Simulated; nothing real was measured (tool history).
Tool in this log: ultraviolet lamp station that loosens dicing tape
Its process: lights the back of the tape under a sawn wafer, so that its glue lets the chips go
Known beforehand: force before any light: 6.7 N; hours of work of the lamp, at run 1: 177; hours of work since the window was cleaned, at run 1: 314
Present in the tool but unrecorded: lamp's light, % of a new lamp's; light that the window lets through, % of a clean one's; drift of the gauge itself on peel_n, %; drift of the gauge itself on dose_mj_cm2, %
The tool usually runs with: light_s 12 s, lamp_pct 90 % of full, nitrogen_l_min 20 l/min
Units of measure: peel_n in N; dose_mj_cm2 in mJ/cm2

run,hour,light_s,lamp_pct,nitrogen_l_min,hours of work of the lamp,hours of work since the window was cleaned,peel_n,dose_mj_cm2
1,0.0,12,90,20,177,314,0.597,368
2,6.5,12,72,20,181,318,0.919,295
3,15.1,12,72,20,186,323,0.945,295
4,22.9,12,72,20,191,328,0.886,288
5,27.3,12,72,20,194,331,0.958,295
6,31.4,12,90,20,196,333,0.589,366
7,38.1,12,90,20,200,337,0.616,362
8,44.3,8,90,20,204,341,1.281,236
9,50.0,8,90,20,208,344,1.325,243
10,54.2,12,90,17,210,347,0.668,362
11,63.1,12,90,20,216,352,0.621,356
12,69.7,12,90,20,220,356,0.603,364
13,77.3,12,90,20,224,361,0.604,367
# hour 78.7: window cleaned of glue's vapour
14,84.2,9,87,26,228,3,1.005,253
15,91.4,13,87,26,233,8,0.472,363
16,96.4,16,61,13,236,11,1.082,318
17,103.2,12,77,10,240,15,1.407,294
18,109.3,12,77,10,244,19,1.520,298
# hour 111.6: window cleaned of glue's vapour, once more
19,117.6,12,77,10,248,4,1.335,321
20,127.8,21,99,20,255,10,0.126,729
21,133.1,9,69,21,258,13,1.484,215
22,138.3,9,69,21,261,16,1.471,217
23,147.0,12,75,12,266,22,1.238,313
24,155.6,7,64,40,272,27,1.746,156
25,160.2,20,64,12,274,30,0.621,440
26,167.1,20,64,12,279,34,0.629,442

Hidden state or all else? Some run-to-run changes of peel_n, split into what the settings, what came in and random variation would give without the hidden state, and what is left for the hidden state (with any gauge scatter that isn't in both results):
Run 18 -> 19: window cleaned of glue's vapour, once more. peel_n -0.185 N: hidden state -0.176, all else -0.009.
Run 19 -> 20: light_s 12 -> 21, lamp_pct 77 -> 99, nitrogen_l_min 10 -> 20. peel_n -1.209 N: hidden state -0.173, all else -1.036.
Run 20 -> 21: light_s 21 -> 9, lamp_pct 99 -> 69, nitrogen_l_min 20 -> 21. peel_n +1.358 N: hidden state +0.190, all else +1.168.

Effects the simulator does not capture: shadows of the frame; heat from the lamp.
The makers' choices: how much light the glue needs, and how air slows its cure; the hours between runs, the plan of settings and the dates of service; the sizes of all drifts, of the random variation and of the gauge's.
